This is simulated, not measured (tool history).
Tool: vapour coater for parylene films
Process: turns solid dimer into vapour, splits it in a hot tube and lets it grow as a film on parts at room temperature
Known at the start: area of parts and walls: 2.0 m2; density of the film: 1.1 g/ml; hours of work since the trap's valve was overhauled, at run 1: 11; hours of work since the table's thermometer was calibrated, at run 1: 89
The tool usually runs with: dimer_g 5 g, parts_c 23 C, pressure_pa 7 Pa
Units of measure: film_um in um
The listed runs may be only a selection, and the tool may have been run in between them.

| run | hour | dimer_g | parts_c | pressure_pa | hours of work since the trap's valve was overhauled | hours of work since the table's thermometer was calibrated | film_um |
|---|---|---|---|---|---|---|---|
| 1 | 0 | 5 | 23 | 7 | 11 | 89 | 1.61 |
| 2 | 12.4 | 5 | 23 | 7 | 17 | 95 | 1.6 |
| 3 | 27.5 | 5 | 23 | 10.28 | 24 | 102 | 1.47 |
| 4 | 40.1 | 5 | 23 | 10.28 | 31 | 108 | 1.48 |
| 5 | 50.4 | 5 | 23 | 10.28 | 36 | 114 | 1.48 |
| 6 | 56.9 | 2 | 23 | 7 | 39 | 117 | 0.65 |
| 7 | 65.6 | 2 | 23 | 7 | 43 | 121 | 0.65 |
| 8 | 74.9 | 2 | 23 | 7 | 48 | 126 | 0.64 |
| 9 | 83.9 | 4 | 23 | 7 | 52 | 130 | 1.3 |
| 10 | 99.2 | 5 | 23 | 7 | 60 | 138 | 1.58 |
| 11 | 110.4 | 5 | 23 | 6.27 | 65 | 143 | 1.63 |
| 12 | 126.2 | 5 | 23 | 6.27 | 73 | 151 | 1.64 |
| 13 | 137.4 | 5 | 23 | 7 | 79 | 157 | 1.59 |
| 14 | 152.4 | 5 | 23 | 7 | 86 | 164 | 1.61 |
| 15 | 159.3 | 7 | 23 | 7 | 90 | 167 | 2.22 |
| 16 | 175.1 | 7 | 23 | 7 | 97 | 175 | 2.26 |
| 17 | 185.4 | 7 | 23 | 7 | 103 | 180 | 2.22 |
| 18 | 197.8 | 7 | 23 | 7 | 109 | 187 | 2.23 |
| 19 | 205.5 | 7 | 23 | 7 | 113 | 190 | 2.24 |
| 20 | 218 | 5 | 23 | 7 | 119 | 197 | 1.6 |
| 21 | 225.5 | 5 | 23 | 11.57 | 122 | 200 | 1.46 |
| 22 | 232.3 | 5 | 23 | 11.57 | 126 | 204 | 1.46 |
| 23 | 243.4 | 5 | 23 | 4.71 | 131 | 209 | 1.74 |
| 24 | 252.3 | 5 | 23 | 4.71 | 136 | 213 | 1.74 |
| 25 | 264.3 | 5 | 23 | 4.71 | 142 | 219 | 1.74 |
| 26 | 274.8 | 5 | 23 | 4.71 | 147 | 225 | 1.74 |
| 27 | 286.2 | 5 | 23 | 10.29 | 152 | 230 | 1.48 |
| 28 | 295.6 | 5 | 30 | 8.93 | 157 | 235 | 1.1 |
| 29 | 302.9 | 8 | 19 | 2.15 | 161 | 239 | 3.58 |
| 30 | 317 | 8 | 19 | 2.15 | 168 | 246 | 3.59 |
| 31 | 330.7 | 5 | 18 | 6.93 | 175 | 252 | 2 |
| 32 | 344.5 | 5 | 18 | 6.93 | 181 | 259 | 1.98 |
| 33 | 356.2 | 5 | 18 | 6.93 | 187 | 265 | 1.98 |
| 34 | 366.2 | 5 | 18 | 6.93 | 192 | 270 | 2.02 |
| 35 | 380.5 | 5 | 18 | 6.93 | 199 | 277 | 2.02 |
| 36 | 387.1 | 5 | 18 | 6.93 | 202 | 280 | 1.99 |
| 37 | 397.1 | 5 | 18 | 6.93 | 207 | 285 | 2.02 |
| 38 | 410 | 4 | 25 | 3 | 214 | 292 | 1.4 |
| 39 | 419.2 | 4 | 25 | 3 | 218 | 296 | 1.4 |
| 40 | 428.4 | 4 | 25 | 3 | 223 | 301 | 1.39 |
| 41 | 443.4 | 9 | 21 | 2.85 | 230 | 308 | 3.83 |
| 42 | 457.2 | 5 | 21 | 3.99 | 237 | 315 | 1.98 |
| 43 | 463.8 | 7 | 22 | 5.06 | 240 | 318 | 2.49 |
| 44 | 472 | 4 | 21 | 2.76 | 244 | 322 | 1.71 |
| 45 | 485.7 | 4 | 16 | 7.41 | 251 | 329 | 1.74 |

Predict each of these 3 candidate next runs independently; none follows another, all start after run 45:
| A | 498.4 | 2 | 22 | 2.13 | 257 | 335 | ? |
| B | 498.4 | 4 | 21 | 3.63 | 257 | 335 | ? |
| C | 498.4 | 4 | 19 | 5.15 | 257 | 335 | ? |

| run | film_um |
|---|---|
| A | 0.85 |
| B | 1.62 |
| C | 1.62 |
The same runs, with their run-to-run variation unchanged, on a tool lacking any hidden condition would have given:
| run | film_um |
|---|---|
| A | 0.85 |
| B | 1.62 |
| C | 1.62 |
